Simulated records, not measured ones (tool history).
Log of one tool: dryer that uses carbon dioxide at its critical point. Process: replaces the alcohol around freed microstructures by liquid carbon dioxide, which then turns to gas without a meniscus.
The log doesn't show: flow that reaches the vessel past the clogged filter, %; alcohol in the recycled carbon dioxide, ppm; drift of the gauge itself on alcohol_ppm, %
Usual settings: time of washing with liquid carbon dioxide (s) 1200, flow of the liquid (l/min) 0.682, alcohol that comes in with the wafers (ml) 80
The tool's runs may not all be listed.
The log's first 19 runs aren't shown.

run    hour  time of washing with liquid carbon dioxide (s)  flow of the liquid (l/min)  alcohol that comes in with the wafers (ml)  hours of work since the filter was changed  hours of work since the purifier's bed was changed  alcohol left in the vessel before it's heated (ppm by volume)
 20   839.1                                            1560                       0.682                                          61                                         130                                                 679                                                             89
 21   865.8                                            1860                       0.457                                          90                                         151                                                 700                                                            271
 22   912.7                                            1860                       0.840                                          90                                         188                                                 737                                                             61
 23   968.6                                            1860                       0.840                                          90                                         231                                                 781                                                             70
 24  1007.2                                            1860                       0.840                                          22                                         262                                                 811                                                             70
     1024.9  -- inlet filter changed
 25  1063.9                                             900                       0.632                                          27                                          31                                                 855                                                            381
 26  1096.9                                             900                       0.632                                          27                                          56                                                 881                                                            394
 27  1130.4                                            1080                       0.698                                          35                                          83                                                 907                                                            193
 28  1165.8                                            1080                       0.698                                          35                                         111                                                 935                                                            211
     1200.4  -- purifier's bed changed
 29  1220.1                                            1080                       0.698                                          35                                         151                                                  15                                                            151
 30  1257.7                                            1080                       0.698                                          35                                         180                                                  45                                                            150
 31  1280.8                                             960                       0.682                                          80                                         198                                                  63                                                            639
 32  1335.3                                            1860                       0.640                                          32                                         241                                                 106                                                             33
     1379.4  -- inlet filter changed
 33  1384.0                                            1860                       0.640                                          32                                           4                                                 143                                                             26
 34  1413.7                                            1860                       0.640                                          32                                          27                                                 167                                                             23
 35  1445.2                                             720                       0.672                                          62                                          52                                                 191                                                           1333
 36  1495.0                                             720                       0.672                                          62                                          91                                                 230                                                           1353
 37  1524.6                                            1200                       0.557                                          80                                         114                                                 254                                                            601

Forecast each of these 5 alternatives for the next run:
  A  1575.1                                             780                       0.475                                          80                                         153                                                 293                                                              ?
  B  1575.1                                            1260                       0.557                                          80                                         153                                                 293                                                              ?
  C  1575.1                                            1200                       0.568                                          20                                         153                                                 293                                                              ?
  D  1575.1                                            1740                       0.682                                          80                                         153                                                 293                                                              ?
  E  1575.1                                            1020                       1.079                                          34                                         153                                                 293                                                              ?

run  alcohol left in the vessel before it's heated (ppm by volume)
  A                                                           3997
  B                                                            514
  C                                                            163
  D                                                             42
  E                                                             46
Without the tool's hidden state the same runs would have given:
run  alcohol left in the vessel before it's heated (ppm by volume)
  A                                                           3568
  B                                                            400
  C                                                            117
  D                                                             13
  E                                                             18

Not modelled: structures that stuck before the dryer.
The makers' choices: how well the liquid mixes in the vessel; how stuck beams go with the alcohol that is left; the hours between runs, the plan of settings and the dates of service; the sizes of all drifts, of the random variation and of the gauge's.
